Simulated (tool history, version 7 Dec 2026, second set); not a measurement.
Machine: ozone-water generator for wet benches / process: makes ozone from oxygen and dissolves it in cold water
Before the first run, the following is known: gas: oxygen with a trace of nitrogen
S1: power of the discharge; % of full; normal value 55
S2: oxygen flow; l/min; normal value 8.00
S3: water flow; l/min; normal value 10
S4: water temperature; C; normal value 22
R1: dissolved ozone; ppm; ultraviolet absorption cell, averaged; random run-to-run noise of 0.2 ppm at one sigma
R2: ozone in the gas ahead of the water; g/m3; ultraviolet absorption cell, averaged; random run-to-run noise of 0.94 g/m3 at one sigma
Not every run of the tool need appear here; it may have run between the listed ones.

| run | hour | S1 | S2 | S3 | S4 | R1 | R2 |
|---|---|---|---|---|---|---|---|
| 1 | 0.0 | 55 | 8.00 | 10 | 22 | 27.5 | 157.1 |
| 2 | 35.5 | 55 | 8.00 | 10 | 22 | 27.5 | 155.7 |
| 3 | 62.7 | 55 | 8.00 | 10 | 22 | 27.7 | 154.1 |
| 4 | 86.6 | 55 | 8.00 | 10 | 22 | 27.8 | 156.7 |
| 5 | 125.9 | 55 | 8.00 | 10 | 26 | 24.8 | 154.8 |
| 6 | 162.6 | 55 | 8.00 | 10 | 22 | 27.6 | 155.6 |
| 7 | 195.0 | 55 | 8.00 | 10 | 22 | 27.7 | 155.6 |
| 8 | 230.3 | 55 | 8.00 | 10 | 22 | 27.8 | 155.2 |
| 9 | 266.6 | 55 | 8.00 | 10 | 22 | 27.6 | 156.0 |
| 10 | 283.9 | 55 | 8.00 | 10 | 22 | 27.2 | 153.2 |
| 11 | 301.5 | 55 | 8.00 | 10 | 22 | 27.4 | 154.5 |
| 12 | 321.5 | 55 | 8.00 | 10 | 22 | 27.3 | 154.1 |
| 13 | 352.0 | 55 | 8.00 | 10 | 16 | 31.6 | 153.5 |
| 14 | 381.9 | 55 | 8.00 | 10 | 16 | 31.5 | 152.6 |
| 15 | 414.6 | 55 | 8.00 | 6 | 22 | 32.6 | 153.8 |
| 16 | 454.0 | 55 | 7.71 | 10 | 22 | 27.7 | 153.4 |
| 17 | 485.4 | 68 | 8.39 | 10 | 22 | 30.8 | 169.7 |
| 18 | 524.5 | 43 | 12.72 | 10 | 29 | 18.3 | 111.7 |
| 19 | 559.0 | 82 | 4.07 | 12 | 25 | 29.8 | 247.5 |
| 20 | 587.2 | 55 | 8.00 | 10 | 23 | 26.7 | 151.2 |
| 21 | 621.9 | 55 | 8.00 | 10 | 23 | 26.0 | 152.6 |
| 22 | 647.6 | 84 | 6.85 | 6 | 17 | 49.1 | 208.8 |
| 23 | 668.7 | 84 | 6.85 | 6 | 17 | 48.6 | 207.2 |
| 24 | 689.1 | 69 | 6.85 | 6 | 17 | 43.3 | 184.5 |
|  | 696.2 | water thermometer calibrated |
| 25 | 719.7 | 79 | 8.00 | 6 | 22 | 40.4 | 189.0 |
| 26 | 758.5 | 61 | 8.00 | 11 | 15 | 32.8 | 162.8 |
| 27 | 789.4 | 61 | 5.09 | 11 | 26 | 25.4 | 188.1 |
| 28 | 829.7 | 55 | 8.00 | 8 | 23 | 28.6 | 152.7 |
| 29 | 865.7 | 96 | 12.46 | 10 | 21 | 36.9 | 183.7 |
| 30 | 883.1 | 96 | 12.46 | 10 | 21 | 36.3 | 180.9 |
| 31 | 923.2 | 95 | 8.00 | 10 | 18 | 41.1 | 210.0 |
| 32 | 950.3 | 70 | 5.18 | 9 | 23 | 33.1 | 203.4 |

Pick out some run-to-run changes in R1. Of each, how much would a tool without hidden state show as well, from the settings, what came in and chance, and how much is left for the hidden state and any gauge scatter not in both results compared?
Unlogged tool condition in this case: yield of the discharge, % of new electrodes'; contactor's efficiency, % of a clean one's; true water temperature over the reading, C; drift of the gauge itself on ozone_ppm, %; drift of the gauge itself on gas_g_m3, %.
Run 17 -> 18: S1 68 -> 43, S2 8.39 -> 12.72, S4 22 -> 29. R1 -12.5 ppm: hidden state +1.0, all else -13.5.
Run 18 -> 19: S1 43 -> 82, S2 12.72 -> 4.07, S3 10 -> 12, S4 29 -> 25. R1 +11.5 ppm: hidden state -1.1, all else +12.6.
Run 21 -> 22: S1 55 -> 84, S2 8.00 -> 6.85, S3 10 -> 6, S4 23 -> 17. R1 +23.1 ppm: hidden state -1.7, all else +24.8.
Run 28 -> 29: S1 55 -> 96, S2 8.00 -> 12.46, S3 8 -> 10, S4 23 -> 21. R1 +8.3 ppm: hidden state -1.2, all else +9.5.
